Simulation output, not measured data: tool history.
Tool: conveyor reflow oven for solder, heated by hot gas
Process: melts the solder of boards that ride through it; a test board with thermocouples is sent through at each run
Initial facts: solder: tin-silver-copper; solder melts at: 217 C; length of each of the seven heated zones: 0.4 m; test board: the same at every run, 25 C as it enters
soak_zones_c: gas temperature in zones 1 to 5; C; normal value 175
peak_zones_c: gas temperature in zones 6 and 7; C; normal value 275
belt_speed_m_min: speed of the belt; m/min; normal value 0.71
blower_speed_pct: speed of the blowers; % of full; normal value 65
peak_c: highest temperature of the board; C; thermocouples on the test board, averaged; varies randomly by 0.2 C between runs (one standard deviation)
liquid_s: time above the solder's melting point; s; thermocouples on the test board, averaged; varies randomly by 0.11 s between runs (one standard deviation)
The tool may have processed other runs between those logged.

run,day,soak_zones_c,peak_zones_c,belt_speed_m_min,blower_speed_pct,peak_c,liquid_s
1,0,175,275,0.71,65,257,53.7
2,0.342,183,275,0.71,65,258.6,57
3,0.562,183,275,0.71,65,258.5,57
4,0.912,183,275,0.71,65,258.5,57
5,1.121,183,275,0.71,65,258.9,56.8
6,1.392,183,275,0.71,65,258.2,57
7,1.729,183,275,0.71,65,258.5,56.9
8,2.1,183,275,0.71,65,258.7,56.7
9,2.254,175,275,0.71,65,257,53.5
10,2.546,175,275,0.71,65,257.1,53.3
11,2.85,175,275,0.71,65,256.8,53.4
12,3.021,175,275,0.71,65,256.9,53.4
13,3.312,175,275,0.71,65,256.9,53.4
14,3.642,175,275,0.71,65,256.7,53.4
15,3.808,175,275,0.71,65,256.6,53.3
16,3.996,175,275,0.71,50,253.3,50
17,4.246,175,271,0.71,65,253.4,51.1
18,4.608,188,279,0.792,65,258.9,52.3
19,4.8,188,279,0.792,65,259.1,52.2
20,4.975,175,279,0.808,65,255.1,45.1
21,5.188,175,279,0.808,65,255.4,45
22,5.425,163,279,0.678,69,260.3,54.7
23,5.8,161,279,0.678,69,260.2,53.9
24,5.996,161,279,0.678,69,260.1,54.1
25,6.183,184,265,0.745,79,250.7,50.6
26,6.429,165,275,0.71,65,254.4,48.9
27,6.775,179,275,0.72,65,256.7,53.7
28,6.996,179,275,0.72,65,256.7,53.9
29,7.292,179,275,0.72,65,256.5,53.8
30,7.658,179,271,0.743,53,249.3,46.4
31,7.988,175,263,0.678,65,247.7,50

What if the next run were any one of these 3? Each begins from the tool's condition after run 31:
A,8.246,175,263,0.771,65,?,?
B,8.246,175,265,0.639,63,?,?
C,8.246,185,283,0.573,65,?,?

run,peak_c,liquid_s
A,242.9,39.8
B,250.8,56.1
C,272,79.4
With the hidden condition removed and each run's random variation left untouched, the same runs would have given:
run,peak_c,liquid_s
A,245.8,42.8
B,253,58.1
C,273.9,79.7
